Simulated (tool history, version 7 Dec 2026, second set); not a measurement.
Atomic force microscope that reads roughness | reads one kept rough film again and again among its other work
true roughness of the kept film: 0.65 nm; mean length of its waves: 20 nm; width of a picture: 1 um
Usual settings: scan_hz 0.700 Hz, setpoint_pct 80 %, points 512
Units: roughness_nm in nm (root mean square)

run 1 day=0.000 | scan_hz=0.700 setpoint_pct=80 points=512 | roughness_nm=0.595
run 2 day=1.229 | scan_hz=0.700 setpoint_pct=80 points=512 | roughness_nm=0.580
run 3 day=2.204 | scan_hz=1.117 setpoint_pct=80 points=512 | roughness_nm=0.554
-- day=2.583 new tip fitted
run 4 day=3.525 | scan_hz=1.117 setpoint_pct=80 points=512 | roughness_nm=0.577
run 5 day=4.308 | scan_hz=1.117 setpoint_pct=80 points=512 | roughness_nm=0.569
-- day=5.538 new tip fitted
run 6 day=5.692 | scan_hz=1.117 setpoint_pct=80 points=512 | roughness_nm=0.588
run 7 day=7.000 | scan_hz=1.117 setpoint_pct=80 points=512 | roughness_nm=0.564
run 8 day=8.079 | scan_hz=0.700 setpoint_pct=80 points=544 | roughness_nm=0.571
-- day=8.525 new tip fitted
run 9 day=8.783 | scan_hz=0.700 setpoint_pct=80 points=544 | roughness_nm=0.593
run 10 day=9.425 | scan_hz=0.700 setpoint_pct=80 points=544 | roughness_nm=0.584
run 11 day=10.592 | scan_hz=0.700 setpoint_pct=80 points=544 | roughness_nm=0.575
-- day=11.438 new tip fitted
run 12 day=11.646 | scan_hz=0.700 setpoint_pct=80 points=408 | roughness_nm=0.589
run 13 day=12.767 | scan_hz=0.700 setpoint_pct=80 points=408 | roughness_nm=0.580
run 14 day=13.804 | scan_hz=2.508 setpoint_pct=80 points=408 | roughness_nm=0.528
-- day=14.404 new tip fitted
run 15 day=15.217 | scan_hz=0.700 setpoint_pct=80 points=347 | roughness_nm=0.582
run 16 day=16.346 | scan_hz=0.700 setpoint_pct=80 points=347 | roughness_nm=0.576
-- day=17.317 new tip fitted
run 17 day=17.317 | scan_hz=0.700 setpoint_pct=80 points=674 | roughness_nm=0.597
run 18 day=18.112 | scan_hz=0.700 setpoint_pct=80 points=512 | roughness_nm=0.589
run 19 day=19.550 | scan_hz=0.700 setpoint_pct=80 points=512 | roughness_nm=0.581
-- day=20.283 new tip fitted
run 20 day=20.862 | scan_hz=0.700 setpoint_pct=80 points=512 | roughness_nm=0.590
run 21 day=21.733 | scan_hz=0.795 setpoint_pct=62 points=778 | roughness_nm=0.602
run 22 day=22.588 | scan_hz=0.795 setpoint_pct=62 points=549 | roughness_nm=0.589
-- day=23.238 new tip fitted
run 23 day=23.354 | scan_hz=0.700 setpoint_pct=72 points=264 | roughness_nm=0.589
run 24 day=24.379 | scan_hz=0.700 setpoint_pct=65 points=264 | roughness_nm=0.584
run 25 day=25.475 | scan_hz=0.700 setpoint_pct=87 points=947 | roughness_nm=0.575

Run 26 comes next. What will it give?
-- day=26.196 new tip fitted
run 26 day=26.312 | scan_hz=0.700 setpoint_pct=59 points=649 | roughness_nm=?

Run 26 gave roughness_nm 0.603 nm (root mean square).
Without the tool's hidden state the same run would have given roughness_nm 0.604 nm (root mean square).

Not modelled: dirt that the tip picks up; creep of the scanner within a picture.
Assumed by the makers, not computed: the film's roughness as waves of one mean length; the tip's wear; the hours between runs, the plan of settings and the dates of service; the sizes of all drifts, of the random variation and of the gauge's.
